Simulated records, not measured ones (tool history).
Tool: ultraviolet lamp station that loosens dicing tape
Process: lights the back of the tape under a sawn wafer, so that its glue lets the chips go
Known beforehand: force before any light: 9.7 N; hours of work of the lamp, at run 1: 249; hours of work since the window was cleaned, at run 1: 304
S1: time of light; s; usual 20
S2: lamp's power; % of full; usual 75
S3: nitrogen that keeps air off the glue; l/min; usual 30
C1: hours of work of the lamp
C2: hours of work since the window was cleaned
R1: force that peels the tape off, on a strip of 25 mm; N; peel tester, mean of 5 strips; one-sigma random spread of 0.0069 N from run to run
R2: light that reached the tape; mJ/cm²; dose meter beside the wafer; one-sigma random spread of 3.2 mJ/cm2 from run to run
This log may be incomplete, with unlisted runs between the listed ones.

| run | day | S1 | S2 | S3 | C1 | C2 | R1 | R2 |
|---|---|---|---|---|---|---|---|---|
| 1 | 0.000 | 20 | 75 | 30 | 249 | 304 | 0.248 | 480 |
| 2 | 0.475 | 20 | 75 | 30 | 258 | 313 | 0.246 | 490 |
| 3 | 1.175 | 20 | 75 | 30 | 271 | 326 | 0.242 | 486 |
| 4 | 1.492 | 20 | 75 | 38 | 277 | 331 | 0.183 | 489 |
| 5 | 2.092 | 12 | 75 | 30 | 288 | 343 | 0.950 | 291 |
| 6 | 2.658 | 12 | 75 | 30 | 299 | 353 | 0.957 | 295 |
| 7 | 3.233 | 12 | 75 | 30 | 309 | 364 | 0.953 | 294 |
| 8 | 3.917 | 12 | 75 | 30 | 322 | 377 | 0.971 | 294 |
| 9 | 4.608 | 12 | 75 | 16 | 335 | 389 | 1.668 | 292 |
| 10 | 5.067 | 20 | 69 | 30 | 343 | 398 | 0.314 | 452 |
| 11 | 5.408 | 35 | 75 | 30 | 350 | 404 | 0.060 | 852 |
| 12 | 6.075 | 20 | 75 | 30 | 362 | 417 | 0.245 | 489 |
| 13 | 6.671 | 20 | 75 | 30 | 373 | 428 | 0.245 | 485 |
| 14 | 7.367 | 10 | 75 | 30 | 386 | 441 | 1.423 | 245 |
| 15 | 7.704 | 32 | 65 | 30 | 392 | 447 | 0.093 | 666 |
| 16 | 8.129 | 32 | 65 | 30 | 400 | 455 | 0.103 | 674 |
| 17 | 8.579 | 32 | 93 | 22 | 409 | 463 | 0.067 | 970 |
| 18 | 8.938 | 39 | 84 | 30 | 415 | 470 | 0.060 | 1071 |
| 19 | 9.525 | 12 | 86 | 41 | 426 | 481 | 0.518 | 339 |
| 20 | 9.879 | 14 | 70 | 14 | 433 | 487 | 1.572 | 318 |
| 21 | 10.242 | 31 | 64 | 20 | 440 | 494 | 0.169 | 642 |
| 22 | 10.612 | 19 | 78 | 15 | 446 | 501 | 0.576 | 484 |
| 23 | 11.075 | 20 | 78 | 13 | 455 | 510 | 0.590 | 503 |
| 24 | 11.508 | 17 | 78 | 13 | 463 | 518 | 0.852 | 427 |
| 25 | 11.967 | 14 | 89 | 13 | 472 | 526 | 1.032 | 402 |
| 26 | 12.554 | 14 | 92 | 14 | 483 | 537 | 0.881 | 417 |

Predict each of these 5 candidate next runs independently; none follows another, all start after run 26:
| A | 13.033 | 14 | 77 | 41 | 492 | 546 | ? | ? |
| B | 13.033 | 14 | 80 | 14 | 492 | 546 | ? | ? |
| C | 13.033 | 14 | 64 | 14 | 492 | 546 | ? | ? |
| D | 13.033 | 16 | 92 | 42 | 492 | 546 | ? | ? |
| E | 13.033 | 20 | 99 | 38 | 492 | 546 | ? | ? |

| run | R1 | R2 |
|---|---|---|
| A | 0.464 | 350 |
| B | 1.216 | 364 |
| C | 1.808 | 290 |
| D | 0.176 | 474 |
| E | 0.097 | 642 |
What these runs would have given with no unlogged condition in the tool:
| run | R1 | R2 |
|---|---|---|
| A | 0.460 | 351 |
| B | 1.209 | 365 |
| C | 1.799 | 291 |
| D | 0.174 | 476 |
| E | 0.096 | 644 |
